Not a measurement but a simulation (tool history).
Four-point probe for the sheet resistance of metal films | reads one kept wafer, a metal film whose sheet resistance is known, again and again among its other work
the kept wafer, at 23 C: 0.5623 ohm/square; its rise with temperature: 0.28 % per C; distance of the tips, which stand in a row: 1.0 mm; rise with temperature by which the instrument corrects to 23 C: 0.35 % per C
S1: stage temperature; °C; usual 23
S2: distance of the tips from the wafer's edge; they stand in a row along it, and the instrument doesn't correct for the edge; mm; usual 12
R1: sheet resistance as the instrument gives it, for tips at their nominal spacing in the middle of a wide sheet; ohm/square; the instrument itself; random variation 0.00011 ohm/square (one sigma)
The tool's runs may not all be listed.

run 1 hour=0 | S1=23 S2=12 | R1=0.564564
run 2 hour=8 | S1=23 S2=9 | R1=0.566067
run 3 hour=19.6 | S1=24 S2=12 | R1=0.564406
run 4 hour=32.1 | S1=24 S2=12 | R1=0.564244
run 5 hour=42.4 | S1=24 S2=12 | R1=0.56431
run 6 hour=56.9 | S1=24 S2=12 | R1=0.564351
run 7 hour=65.5 | S1=24 S2=12 | R1=0.564303
run 8 hour=75 | S1=24 S2=12 | R1=0.564395
run 9 hour=89.8 | S1=24 S2=12 | R1=0.564429
run 10 hour=99.4 | S1=23 S2=19 | R1=0.563576
run 11 hour=112.7 | S1=23 S2=19 | R1=0.563662
run 12 hour=122.7 | S1=23 S2=12 | R1=0.564892
run 13 hour=133.8 | S1=23 S2=37 | R1=0.562996
run 14 hour=148.9 | S1=23 S2=37 | R1=0.563107
run 15 hour=164.1 | S1=25 S2=37 | R1=0.56247
run 16 hour=179.9 | S1=25 S2=44 | R1=0.562239
run 17 hour=190.6 | S1=22 S2=44 | R1=0.563378
run 18 hour=201.8 | S1=24 S2=44 | R1=0.562895
run 19 hour=211.9 | S1=24 S2=44 | R1=0.562915
run 20 hour=226.7 | S1=23 S2=8 | R1=0.567991
run 21 hour=235.9 | S1=23 S2=8 | R1=0.567768
run 22 hour=251.6 | S1=23 S2=8 | R1=0.567711
run 23 hour=263.5 | S1=23 S2=12 | R1=0.565283
run 24 hour=275.9 | S1=18 S2=3 | R1=0.59666
run 25 hour=290.7 | S1=25 S2=54 | R1=0.562613
run 26 hour=299 | S1=23 S2=5 | R1=0.575205
run 27 hour=305.6 | S1=34 S2=52 | R1=0.559622
run 28 hour=312.7 | S1=34 S2=52 | R1=0.559652
run 29 hour=328.2 | S1=34 S2=52 | R1=0.559637
run 30 hour=342.1 | S1=34 S2=52 | R1=0.559676
run 31 hour=353.3 | S1=23 S2=42 | R1=0.563498
run 32 hour=361.2 | S1=22 S2=11 | R1=0.566287
run 33 hour=371.7 | S1=25 S2=4 | R1=0.580967
run 34 hour=384 | S1=35 S2=13 | R1=0.561238
run 35 hour=392.7 | S1=35 S2=13 | R1=0.561193
run 36 hour=402.5 | S1=35 S2=62 | R1=0.559457
run 37 hour=411.2 | S1=35 S2=62 | R1=0.559769
run 38 hour=422.2 | S1=35 S2=62 | R1=0.559555
run 39 hour=431 | S1=24 S2=54 | R1=0.563392
run 40 hour=443.5 | S1=23 S2=10 | R1=0.566747
run 41 hour=459.4 | S1=34 S2=9 | R1=0.563708
run 42 hour=474 | S1=33 S2=10 | R1=0.563251
run 43 hour=489.6 | S1=24 S2=18 | R1=0.564445
run 44 hour=501.3 | S1=24 S2=18 | R1=0.564595
run 45 hour=516.5 | S1=29 S2=18 | R1=0.562791

Some steps in R1 between neighbouring runs. How much of each would the tool show without its hidden state too (settings, what came in, random variation), and how much is left for the hidden state, with any gauge scatter that isn't in both results?
The hidden state here: inner tips' distance over the nominal, %; tips' flats over new ones', %; wafer's true temperature over the reading, C; drift of the gauge itself on sheet_ohm, %.
Run 15 -> 16: S2 37 -> 44. R1 -0.000231 ohm/square: hidden state +0.000053, all else -0.000284.
Run 23 -> 24: S1 23 -> 18, S2 12 -> 3. R1 +0.031377 ohm/square: hidden state +0.000088, all else +0.031289.
Run 24 -> 25: S1 18 -> 25, S2 3 -> 54. R1 -0.034047 ohm/square: hidden state -0.000014, all else -0.034033.
Run 32 -> 33: S1 22 -> 25, S2 11 -> 4. R1 +0.01468 ohm/square: hidden state +0.000058, all else +0.014622.
Run 33 -> 34: S1 25 -> 35, S2 4 -> 13. R1 -0.019729 ohm/square: hidden state -0.000008, all else -0.019721.
